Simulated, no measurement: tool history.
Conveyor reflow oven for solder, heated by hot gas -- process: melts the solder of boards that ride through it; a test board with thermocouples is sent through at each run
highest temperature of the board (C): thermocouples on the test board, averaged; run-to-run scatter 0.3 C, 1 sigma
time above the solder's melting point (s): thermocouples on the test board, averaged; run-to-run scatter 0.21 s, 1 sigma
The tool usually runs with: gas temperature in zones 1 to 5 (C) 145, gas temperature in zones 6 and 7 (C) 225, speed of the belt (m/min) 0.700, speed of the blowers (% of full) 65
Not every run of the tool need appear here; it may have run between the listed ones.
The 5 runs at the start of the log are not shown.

run,hour,gas temperature in zones 1 to 5 (C),gas temperature in zones 6 and 7 (C),speed of the belt (m/min),speed of the blowers (% of full),hours of work since the flux was cleaned out,hours of work since the belt drive was overhauled,hours of work since the thermocouples were changed,highest temperature of the board (C),time above the solder's melting point (s)
6,255.9,145,225,0.788,65,155,1201,389,207.6,40.7
# hour 297.4: flux residue cleaned out of gas plates and filters
7,305.0,145,214,0.788,65,4,1223,411,198.6,33.2
8,351.9,145,214,0.788,65,28,1248,436,198.6,32.5
9,410.2,133,225,0.700,65,58,1278,466,208.8,44.6
10,479.2,145,225,0.646,65,94,1313,501,212.4,57.2
11,520.3,145,225,0.646,65,115,1335,523,212.6,56.5
12,554.1,145,225,0.646,65,133,1352,540,212.4,56.5
13,602.6,145,225,0.646,65,158,1377,565,212.4,56.4
# hour 639.8: flux residue cleaned out of gas plates and filters
14,674.5,145,225,0.765,65,18,1412,600,209.3,43.9
15,717.0,145,225,0.700,65,40,1434,622,210.4,50.7
16,777.6,145,225,0.700,65,71,1465,653,210.2,51.0
# hour 809.7: belt drive overhauled, speed set with a stopwatch
17,826.2,142,225,0.840,65,94,9,676,203.7,33.3
18,881.7,142,225,0.840,65,123,37,705,203.1,32.7
19,926.2,145,234,0.629,65,146,60,728,220.1,62.4
# hour 987.0: flux residue cleaned out of gas plates and filters
20,999.9,157,223,0.620,76,7,96,763,213.8,65.3
21,1044.5,154,223,0.638,54,30,119,786,210.1,58.0
22,1101.9,134,219,0.807,58,59,148,816,196.2,24.5
23,1130.2,134,214,0.688,58,74,163,831,197.2,31.5
24,1179.1,134,214,0.688,58,99,188,856,196.7,31.2
25,1239.2,141,215,0.605,58,130,219,887,202.3,46.6
26,1296.7,145,225,0.700,78,160,249,917,210.5,49.5
# hour 1329.9: flux residue cleaned out of gas plates and filters
27,1371.6,145,225,0.700,78,22,285,953,212.0,51.3
28,1440.3,145,225,0.700,78,57,321,988,211.4,50.8
29,1476.5,145,225,0.700,78,76,339,1007,211.3,50.6
30,1546.8,145,225,0.700,78,112,376,1043,210.5,50.5

Branching from run 30: 4 alternative next runs. What would each branch give?
A,1585.4,145,216,0.700,60,132,396,1063,?,?
B,1585.4,143,225,0.818,78,132,396,1063,?,?
C,1585.4,145,225,0.692,76,132,396,1063,?,?
D,1585.4,145,225,0.695,89,132,396,1063,?,?

run,highest temperature of the board (C),time above the solder's melting point (s)
A,200.2,38.3
B,206.2,37.5
C,210.7,51.0
D,211.9,51.8
Take away the tool's hidden state, keep each run's random variation, and the runs would have read:
run,highest temperature of the board (C),time above the solder's melting point (s)
A,203.4,42.0
B,209.8,40.3
C,214.1,53.5
D,215.4,54.1
